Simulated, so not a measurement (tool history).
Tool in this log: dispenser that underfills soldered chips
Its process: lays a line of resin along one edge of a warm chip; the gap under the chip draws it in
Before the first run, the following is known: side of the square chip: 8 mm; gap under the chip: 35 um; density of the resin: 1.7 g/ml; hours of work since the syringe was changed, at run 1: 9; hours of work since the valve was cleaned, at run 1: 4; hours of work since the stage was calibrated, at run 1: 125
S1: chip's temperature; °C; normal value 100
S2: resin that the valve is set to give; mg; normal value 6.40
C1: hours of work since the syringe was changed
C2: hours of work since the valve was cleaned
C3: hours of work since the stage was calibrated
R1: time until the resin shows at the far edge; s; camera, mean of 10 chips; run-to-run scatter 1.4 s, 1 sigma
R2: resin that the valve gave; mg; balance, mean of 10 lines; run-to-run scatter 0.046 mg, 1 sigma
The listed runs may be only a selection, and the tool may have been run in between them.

run    day   S1    S2  C1  C2   C3     R1    R2
  1  0.000  100  6.40   9   4  125  230.1  6.37
  2  0.112  100  5.78  11   6  126  258.5  5.63
     0.142  -- new syringe of resin
  3  0.292  100  6.40   2   8  129  155.8  6.31
  4  0.512  100  6.40   6  11  132  188.1  6.30
  5  0.712  100  6.40   9  14  135  223.4  6.36
  6  0.879  100  6.40  11  17  138  251.7  6.39
     0.925  -- new syringe of resin
  7  1.000  100  6.40   1  18  139  146.4  6.28
  8  1.238  105  6.40   5  22  143  152.5  6.24
  9  1.454  100  5.72   8  25  146  218.4  5.68
 10  1.642  100  6.40  11  28  149  251.9  6.31
     1.708  -- new syringe of resin
 11  1.858  100  5.82   2  31  152  158.5  5.74
 12  2.058   96  6.40   5  34  155  202.7  6.26
 13  2.179  100  5.79   7  36  157  204.2  5.62
 14  2.346  100  5.79  10  38  159  237.4  5.71
     2.479  -- new syringe of resin
 15  2.479  100  5.79   0  40  161  138.0  5.63
 16  2.608   94  5.79   2  42  163  182.3  5.52
 17  2.762  104  6.16   4  44  165  155.9  5.96
 18  2.892  104  7.70   6  46  167  169.0  7.48
 19  3.025  105  6.40   8  48  169  189.4  6.26
 20  3.196  105  6.40  11  51  172  220.4  6.22
     3.254  -- new syringe of resin
 21  3.379  101  7.24   2  54  174  143.1  6.99
 22  3.483  102  5.59   3  55  176  160.9  5.48
 23  3.612   97  5.74   5  57  178  201.5  5.55
 24  3.829   86  6.20   9  60  181  326.4  5.95
     4.029  -- new syringe of resin
 25  4.083  107  6.24   1  64  185  119.3  6.02
 26  4.304  109  6.44   4  67  188  132.2  6.15
 27  4.488  109  6.44   7  70  191  156.5  6.21
 28  4.675  109  6.44  10  73  194  181.1  6.20
     4.808  -- new syringe of resin
 29  4.850   93  8.26   1  75  196  166.1  7.83
 30  4.958  108  5.55   2  77  198  125.2  5.34
 31  5.204  108  5.55   6  80  201  156.7  5.30
 32  5.358  108  5.55   8  83  204  175.9  5.30

Table of differences, measured result less the result of that run with no hidden state. Run-to-run variation is the same in both. Gauge scatter possibly is not:
The tool's hidden condition here consists of: resin's viscosity, % of fresh resin's; dose that the valve gives, % of what is set; true chip temperature over the reading, C; drift of the gauge itself on fill_s, %; drift of the gauge itself on given_mg, %.
run      R1     R2
  1   +93.6  -0.05
  2  +118.7  -0.04
  3   +17.9  -0.05
  4   +49.9  -0.06
  5   +84.5  -0.07
  6  +116.0  -0.09
  7    +8.2  -0.08
  8   +34.5  -0.09
  9   +77.3  -0.10
 10  +112.9  -0.11
 11   +18.3  -0.12
 12   +51.4  -0.14
 13   +66.2  -0.13
 14   +98.1  -0.13
 15    -0.8  -0.14
 16   +18.2  -0.14
 17   +32.3  -0.16
 18   +48.5  -0.21
 19   +68.8  -0.18
 20   +99.3  -0.19
 21   +12.5  -0.22
 22   +26.8  -0.18
 23   +51.0  -0.18
 24  +122.3  -0.21
 25    +3.2  -0.22
 26   +25.1  -0.23
 27   +47.9  -0.25
 28   +73.8  -0.26
 29    +2.6  -0.34
 30   +13.7  -0.23
 31   +43.1  -0.24
 32   +63.9  -0.25

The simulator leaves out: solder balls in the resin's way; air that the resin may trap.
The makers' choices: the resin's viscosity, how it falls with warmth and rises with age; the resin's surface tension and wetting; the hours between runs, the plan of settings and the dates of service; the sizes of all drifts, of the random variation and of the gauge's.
